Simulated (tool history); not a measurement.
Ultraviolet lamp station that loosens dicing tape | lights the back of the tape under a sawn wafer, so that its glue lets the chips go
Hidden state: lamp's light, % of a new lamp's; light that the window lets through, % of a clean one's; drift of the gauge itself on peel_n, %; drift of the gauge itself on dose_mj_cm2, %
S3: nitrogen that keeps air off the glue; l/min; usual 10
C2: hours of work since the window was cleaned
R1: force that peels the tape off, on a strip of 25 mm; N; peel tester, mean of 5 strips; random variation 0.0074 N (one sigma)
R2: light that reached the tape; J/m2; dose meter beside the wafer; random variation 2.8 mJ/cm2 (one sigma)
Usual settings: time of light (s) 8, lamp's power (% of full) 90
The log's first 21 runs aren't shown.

-- hour=1330.8 window cleaned of glue's vapour
run 22 hour=1390.5 | time_of_light_(s)=5 lamp's_power_(%_of_full)=94 S3=7 | hours_of_work_of_the_lamp=248 C2=42 | R1=0.753 R2=2350
run 23 hour=1477.0 | time_of_light_(s)=5 lamp's_power_(%_of_full)=94 S3=7 | hours_of_work_of_the_lamp=309 C2=102 | R1=0.790 R2=2280
run 24 hour=1536.9 | time_of_light_(s)=5 lamp's_power_(%_of_full)=94 S3=7 | hours_of_work_of_the_lamp=351 C2=144 | R1=0.793 R2=2240
run 25 hour=1579.5 | time_of_light_(s)=5 lamp's_power_(%_of_full)=88 S3=10 | hours_of_work_of_the_lamp=381 C2=174 | R1=0.740 R2=2060
run 26 hour=1623.9 | time_of_light_(s)=5 lamp's_power_(%_of_full)=88 S3=10 | hours_of_work_of_the_lamp=412 C2=205 | R1=0.807 R2=2030
run 27 hour=1693.6 | time_of_light_(s)=5 lamp's_power_(%_of_full)=88 S3=10 | hours_of_work_of_the_lamp=461 C2=254 | R1=0.823 R2=2020
run 28 hour=1748.0 | time_of_light_(s)=8 lamp's_power_(%_of_full)=87 S3=10 | hours_of_work_of_the_lamp=499 C2=292 | R1=0.374 R2=3120
-- hour=1788.4 window cleaned of glue's vapour
run 29 hour=1839.9 | time_of_light_(s)=8 lamp's_power_(%_of_full)=92 S3=10 | hours_of_work_of_the_lamp=563 C2=36 | R1=0.316 R2=3400
run 30 hour=1933.4 | time_of_light_(s)=15 lamp's_power_(%_of_full)=67 S3=5 | hours_of_work_of_the_lamp=628 C2=102 | R1=0.287 R2=4510
run 31 hour=2020.9 | time_of_light_(s)=15 lamp's_power_(%_of_full)=67 S3=5 | hours_of_work_of_the_lamp=690 C2=163 | R1=0.302 R2=4390

3 ways to go on from here, each from the tool as it stands after run 31. What would each give?
run A hour=2085.9 | time_of_light_(s)=15 lamp's_power_(%_of_full)=72 S3=12 | hours_of_work_of_the_lamp=735 C2=208 | R1=? R2=?
run B hour=2085.9 | time_of_light_(s)=14 lamp's_power_(%_of_full)=67 S3=4 | hours_of_work_of_the_lamp=735 C2=208 | R1=? R2=?
run C hour=2085.9 | time_of_light_(s)=8 lamp's_power_(%_of_full)=67 S3=5 | hours_of_work_of_the_lamp=735 C2=208 | R1=? R2=?

run=A R1=0.214 R2=4650
run=B R1=0.375 R2=4010
run=C R1=0.901 R2=2340
Without the tool's hidden state the same runs would have given:
run=A R1=0.200 R2=5740
run=B R1=0.276 R2=4940
run=C R1=0.621 R2=2870

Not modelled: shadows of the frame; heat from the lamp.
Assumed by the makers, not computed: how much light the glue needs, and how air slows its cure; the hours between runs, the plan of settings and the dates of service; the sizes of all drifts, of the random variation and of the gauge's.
